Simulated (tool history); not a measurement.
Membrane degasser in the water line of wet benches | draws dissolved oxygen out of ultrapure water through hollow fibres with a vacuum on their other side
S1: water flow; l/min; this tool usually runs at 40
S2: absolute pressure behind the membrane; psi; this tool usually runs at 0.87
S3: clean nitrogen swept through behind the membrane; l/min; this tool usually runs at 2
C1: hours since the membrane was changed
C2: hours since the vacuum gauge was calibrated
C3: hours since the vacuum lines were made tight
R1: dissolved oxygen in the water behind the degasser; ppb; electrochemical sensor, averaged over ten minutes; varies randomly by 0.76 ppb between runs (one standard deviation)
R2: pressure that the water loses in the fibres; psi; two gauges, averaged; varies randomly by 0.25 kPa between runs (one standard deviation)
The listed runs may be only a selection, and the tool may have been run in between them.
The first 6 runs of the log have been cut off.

Run 7, day 55.329: usual settings but S1 43 l/min; C1 12763; C2 245; C3 371. Result: R1 147.9 ppb, R2 11.013 psi.
Run 8, day 62.346: usual settings but S1 43 l/min; C1 12932; C2 413; C3 539. Result: R1 147.4 ppb, R2 10.987 psi.
Run 9, day 70.888: usual settings but S1 43 l/min, S2 1.124 psi; C1 13137; C2 618; C3 744. Result: R1 229 ppb, R2 11.036 psi.
Run 10, day 77.188: usual settings but S1 43 l/min, S2 1.124 psi; C1 13288; C2 769; C3 895. Result: R1 228.6 ppb, R2 11.135 psi.
Run 11, day 87.046: usual settings but S1 43 l/min, S2 1.124 psi; C1 13525; C2 1006; C3 1132. Result: R1 227.8 ppb, R2 11.146 psi.
Run 12, day 96.396: usual settings but S1 43 l/min, S2 1.124 psi; C1 13749; C2 1230; C3 1356. Result: R1 228.8 ppb, R2 11.1 psi.
Run 13, day 102.262: usual settings; C1 13890; C2 1371; C3 1497. Result: R1 140.2 ppb, R2 10.293 psi.
Run 14, day 112.254: usual settings but S1 34 l/min; C1 14130; C2 1611; C3 1737. Result: R1 120.3 ppb, R2 8.804 psi.
At day 114.854: vacuum gauge calibrated, once more.
Run 15, day 118.471: usual settings but S1 47 l/min; C1 14278; C2 87; C3 1886. Result: R1 147.4 ppb, R2 12.182 psi.
Run 16, day 125.646: usual settings; C1 14450; C2 259; C3 2058. Result: R1 127.3 ppb, R2 10.315 psi.
Run 17, day 131.275: usual settings; C1 14586; C2 394; C3 2193. Result: R1 126.2 ppb, R2 10.363 psi.
Run 18, day 136.483: usual settings but S1 63 l/min, S2 0.595 psi, S3 4.58 l/min; C1 14711; C2 519; C3 2318. Result: R1 41.7 ppb, R2 16.424 psi.
Run 19, day 146.396: usual settings but S1 63 l/min, S2 0.595 psi, S3 4.58 l/min; C1 14948; C2 757; C3 2556. Result: R1 42.2 ppb, R2 16.439 psi.
Run 20, day 153.279: usual settings but S3 5.68 l/min; C1 15114; C2 922; C3 2721. Result: R1 50.9 ppb, R2 10.433 psi.
Run 21, day 165.112: usual settings but S1 24 l/min, S3 1.13 l/min; C1 15398; C2 1206; C3 3005. Result: R1 133.1 ppb, R2 6.27 psi.
Run 22, day 171.421: usual settings but S1 24 l/min, S3 1.13 l/min; C1 15549; C2 1358; C3 3156. Result: R1 131.8 ppb, R2 6.237 psi.
Run 23, day 178.046: usual settings but S1 48 l/min, S2 0.908 psi, S3 1.13 l/min; C1 15708; C2 1517; C3 3315. Result: R1 261.7 ppb, R2 12.508 psi.
Run 24, day 184.329: usual settings but S3 2.35 l/min; C1 15859; C2 1667; C3 3466. Result: R1 112.2 ppb, R2 10.428 psi.
Run 25, day 191.012: usual settings but S1 25 l/min, S3 2.4 l/min; C1 16019; C2 1828; C3 3627. Result: R1 71.2 ppb, R2 6.54 psi.
Run 26, day 198.083: usual settings but S1 54 l/min, S3 1.51 l/min; C1 16189; C2 1997; C3 3796. Result: R1 216.1 ppb, R2 14.159 psi.
Run 27, day 210.167: usual settings but S1 54 l/min, S2 0.999 psi, S3 1.51 l/min; C1 16479; C2 2288; C3 4086. Result: R1 278.9 ppb, R2 14.231 psi.
Run 28, day 216.8: usual settings but S1 31 l/min, S2 1.275 psi, S3 1.08 l/min; C1 16638; C2 2447; C3 4245. Result: R1 333.9 ppb, R2 8.125 psi.
Run 29, day 228.983: usual settings but S1 31 l/min, S2 1.275 psi, S3 1.08 l/min; C1 16931; C2 2739; C3 4538. Result: R1 339.9 ppb, R2 8.155 psi.
At day 233.392: membrane cartridge changed.
Run 30, day 238.125: usual settings but S1 31 l/min, S2 1.816 psi, S3 1.28 l/min; C1 114; C2 2954; C3 4753. Result: R1 472.2 ppb, R2 7.604 psi.
Run 31, day 249.796: usual settings but S1 31 l/min, S2 1.816 psi, S3 1.28 l/min; C1 394; C2 3235; C3 5033. Result: R1 473.8 ppb, R2 7.559 psi.

5 ways to go on from here, each from the tool as it stands after run 31. What would each give?
Run A, day 259.408: usual settings but S1 31 l/min, S2 1.816 psi, S3 4.48 l/min; C1 624; C2 3465; C3 5264. Result: R1 ?, R2 ?.
Run B, day 259.408: usual settings but S1 26 l/min, S2 0.804 psi, S3 1.81 l/min; C1 624; C2 3465; C3 5264. Result: R1 ?, R2 ?.
Run C, day 259.408: usual settings but S1 45 l/min, S2 0.728 psi, S3 0.86 l/min; C1 624; C2 3465; C3 5264. Result: R1 ?, R2 ?.
Run D, day 259.408: usual settings but S1 24 l/min, S2 0.847 psi, S3 1.57 l/min; C1 624; C2 3465; C3 5264. Result: R1 ?, R2 ?.
Run E, day 259.408: usual settings but S2 1.034 psi, S3 1.77 l/min; C1 624; C2 3465; C3 5264. Result: R1 ?, R2 ?.

run     R1      R2
  A  157.4   7.609
  B   81.1   6.395
  C  189.5  11.001
  D   98.3   5.852
  E  200.9     9.9
What these runs would have given with no unlogged condition in the tool:
run     R1      R2
  A  153.2   7.588
  B   76.2   6.379
  C  178.4  10.972
  D   92.8   5.838
  E  193.9   9.876
